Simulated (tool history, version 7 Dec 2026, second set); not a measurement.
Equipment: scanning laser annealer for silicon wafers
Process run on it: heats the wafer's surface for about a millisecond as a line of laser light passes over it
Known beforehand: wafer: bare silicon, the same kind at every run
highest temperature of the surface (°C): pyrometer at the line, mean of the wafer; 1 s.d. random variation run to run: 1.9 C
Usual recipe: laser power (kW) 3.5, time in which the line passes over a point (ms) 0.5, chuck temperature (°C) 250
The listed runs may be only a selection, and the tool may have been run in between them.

run	hour	laser power (kW)	time in which the line passes over a point (ms)	chuck temperature (°C)	highest temperature of the surface (°C)
1	0	3.5	0.5	250	1062
2	40.4	3.5	0.364	250	934
3	89.8	3.5	0.364	250	931
4	118.7	3.5	0.364	250	930
5	166.6	3.5	0.364	250	926
6	195.2	3.5	0.482	250	1034
7	247.4	3.5	0.482	250	1024
8	290.1	3.5	0.412	250	963
# hour 310.5: window over the wafer cleaned
9	348.6	3.5	0.412	250	991
10	374.6	3.5	0.412	250	989
11	411.4	3.5	0.412	250	986
12	446.1	3.304	0.5	250	1015
13	499.5	3.304	0.5	250	1009
# hour 507.7: optics aligned, line set to its width
14	546.8	3.304	0.5	250	1005
15	603	3.304	0.5	250	1000
16	652.8	3.304	0.5	250	997
17	686	3.35	0.5	250	1001
18	732	3.35	0.5	250	1000
19	783.8	3.35	0.5	250	998
20	834.4	3.35	0.5	250	993
# hour 843.2: window over the wafer cleaned
# hour 856.7: optics aligned, line set to its width, once more
21	884.7	3.35	0.5	250	1036
22	919.3	3.35	0.5	250	1034
23	954.4	3.193	0.547	286	1064
24	1001.6	3.193	0.547	286	1061
25	1029.9	3.193	0.547	286	1056
26	1055.6	3.805	0.5	236	1126
27	1102.3	3.12	0.5	260	972
28	1152.3	3.12	0.5	260	969
29	1181.9	3.12	0.5	260	967
30	1221.1	3.315	0.593	250	1075

Run 31 comes next. What will it give?
31	1263.4	3.315	0.593	250	?

Run 31 yielded highest temperature of the surface (°C) 1072.
With no hidden state in the tool, this same run would have given highest temperature of the surface (°C) 1121.
